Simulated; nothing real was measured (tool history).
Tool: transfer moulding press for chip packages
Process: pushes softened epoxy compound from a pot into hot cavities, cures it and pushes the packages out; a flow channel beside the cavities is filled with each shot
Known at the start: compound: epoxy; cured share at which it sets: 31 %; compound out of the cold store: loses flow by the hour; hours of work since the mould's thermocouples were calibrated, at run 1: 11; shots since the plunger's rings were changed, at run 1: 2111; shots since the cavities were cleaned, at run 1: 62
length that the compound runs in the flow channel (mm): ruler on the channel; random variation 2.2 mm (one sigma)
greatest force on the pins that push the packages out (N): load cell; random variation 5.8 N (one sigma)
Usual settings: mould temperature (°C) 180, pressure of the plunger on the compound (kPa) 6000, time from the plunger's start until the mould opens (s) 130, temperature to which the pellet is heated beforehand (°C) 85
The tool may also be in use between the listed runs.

| run | hour | mould temperature (°C) | pressure of the plunger on the compound (kPa) | time from the plunger's start until the mould opens (s) | temperature to which the pellet is heated beforehand (°C) | hours of work since the mould's thermocouples were calibrated | shots since the plunger's rings were changed | shots since the cavities were cleaned | incoming compound's hours out of the cold store | length that the compound runs in the flow channel (mm) | greatest force on the pins that push the packages out (N) |
|---|---|---|---|---|---|---|---|---|---|---|---|
| 1 | 0 | 180 | 6000 | 130 | 85 | 11 | 2111 | 62 | 40.7 | 732 | 217 |
| 2 | 28.5 | 180 | 6020 | 130 | 85 | 30 | 2395 | 346 | 38.9 | 744 | 215 |
| 3 | 54.6 | 180 | 6000 | 130 | 85 | 46 | 2654 | 605 | 40 | 739 | 214 |
| 4 | 67.6 | 180 | 6000 | 130 | 85 | 55 | 2783 | 734 | 9.1 | 872 | 219 |
| 5 | 84.8 | 180 | 6000 | 130 | 85 | 65 | 2955 | 906 | 30.6 | 771 | 219 |
| 6 | 103.5 | 180 | 6000 | 130 | 94 | 77 | 3140 | 1091 | 31.1 | 771 | 215 |
|  | 115.5 | cavities cleaned with cleaning compound and waxed |
|  | 120 | plunger's sealing rings changed |
| 7 | 121.5 | 180 | 6000 | 130 | 94 | 86 | 15 | 34 | 13.8 | 850 | 209 |
| 8 | 149.7 | 180 | 6000 | 130 | 85 | 104 | 296 | 315 | 14.7 | 848 | 226 |
| 9 | 165.3 | 180 | 6000 | 130 | 85 | 114 | 451 | 470 | 29.9 | 778 | 219 |
| 10 | 183.8 | 180 | 6000 | 130 | 85 | 126 | 636 | 655 | 19 | 827 | 219 |
| 11 | 212.5 | 180 | 6000 | 130 | 85 | 144 | 921 | 940 | 19.3 | 830 | 218 |
| 12 | 234.6 | 173 | 6000 | 130 | 85 | 158 | 1141 | 1160 | 43.5 | 745 | 283 |
|  | 238.5 | cavities cleaned with cleaning compound and waxed |
| 13 | 249.5 | 173 | 6000 | 130 | 94 | 167 | 1274 | 109 | 47.2 | 727 | 265 |
| 14 | 267.2 | 173 | 6000 | 130 | 94 | 178 | 1450 | 285 | 26.9 | 810 | 290 |
| 15 | 282.7 | 180 | 6000 | 130 | 85 | 188 | 1604 | 439 | 46.9 | 711 | 205 |
| 16 | 313.2 | 180 | 4710 | 127 | 82 | 208 | 1907 | 742 | 33 | 679 | 217 |
| 17 | 332 | 181 | 4710 | 148 | 82 | 220 | 2095 | 930 | 27.6 | 696 | 208 |
| 18 | 348.7 | 182 | 5060 | 155 | 82 | 230 | 2261 | 1096 | 24.8 | 735 | 198 |
|  | 361 | cavities cleaned with cleaning compound and waxed |
| 19 | 367.5 | 180 | 6130 | 112 | 85 | 241 | 2432 | 64 | 21.3 | 824 | 261 |
| 20 | 392.3 | 177 | 6200 | 153 | 77 | 257 | 2680 | 312 | 27.4 | 817 | 204 |
| 21 | 420.2 | 177 | 6200 | 153 | 77 | 275 | 2957 | 589 | 24.8 | 827 | 206 |
| 22 | 445.5 | 185 | 5930 | 169 | 77 | 291 | 3208 | 840 | 35.3 | 737 | 180 |
|  | 454.7 | plunger's sealing rings changed |
| 23 | 466.5 | 172 | 5930 | 126 | 77 | 303 | 118 | 1025 | 31.8 | 794 | 314 |
|  | 485.1 | cavities cleaned with cleaning compound and waxed |
| 24 | 493.3 | 185 | 5650 | 130 | 77 | 319 | 369 | 81 | 21 | 784 | 207 |
| 25 | 522.5 | 185 | 5650 | 130 | 77 | 338 | 659 | 371 | 33.7 | 729 | 209 |
| 26 | 548.8 | 185 | 5650 | 130 | 77 | 354 | 921 | 633 | 9.5 | 829 | 201 |
| 27 | 566.2 | 185 | 5650 | 130 | 77 | 365 | 1094 | 806 | 17.8 | 792 | 204 |
| 28 | 581.6 | 185 | 5650 | 130 | 77 | 375 | 1248 | 960 | 8.8 | 834 | 203 |
|  | 606.1 | cavities cleaned with cleaning compound and waxed |
| 29 | 610.4 | 181 | 7400 | 156 | 76 | 393 | 1519 | 43 | 18.6 | 920 | 194 |

How the hidden state differs across the entries between the runs, from the last listed run before each to the first after it:
Between runs 6 and 7: cavities cleaned with cleaning compound and waxed (hour 115.5); plunger's sealing rings changed (hour 120)
  pressure that reaches the compound, % of what is set: 99.9 -> 100; grip of the stained cavities, % over clean ones': 1.7 -> 0.2
  measured less the result without the state, greatest force on the pins that push the packages out (N): +4 -> +0
Between runs 12 and 13: cavities cleaned with cleaning compound and waxed (hour 238.5)
  grip of the stained cavities, % over clean ones': 1.8 -> 0.4
  measured less the result without the state, greatest force on the pins that push the packages out (N): +4 -> +1
Between runs 18 and 19: cavities cleaned with cleaning compound and waxed (hour 361)
  pressure that reaches the compound, % of what is set: 99.93 -> 99.92; grip of the stained cavities, % over clean ones': 1.7 -> 0.2
  measured less the result without the state, greatest force on the pins that push the packages out (N): +3 -> +0
Between runs 22 and 23: plunger's sealing rings changed (hour 454.7)
  pressure that reaches the compound, % of what is set: 99.9 -> 99.99; grip of the stained cavities, % over clean ones': 1.6 -> 1.7
  measured less the result without the state, greatest force on the pins that push the packages out (N): +3 -> +6
Between runs 23 and 24: cavities cleaned with cleaning compound and waxed (hour 485.1)
  pressure that reaches the compound, % of what is set: 99.99 -> 99.98; grip of the stained cavities, % over clean ones': 1.7 -> 0.2
  measured less the result without the state, greatest force on the pins that push the packages out (N): +6 -> +0
Between runs 28 and 29: cavities cleaned with cleaning compound and waxed (hour 606.1)
  grip of the stained cavities, % over clean ones': 1.6 -> 0.2
  measured less the result without the state, greatest force on the pins that push the packages out (N): +3 -> +1
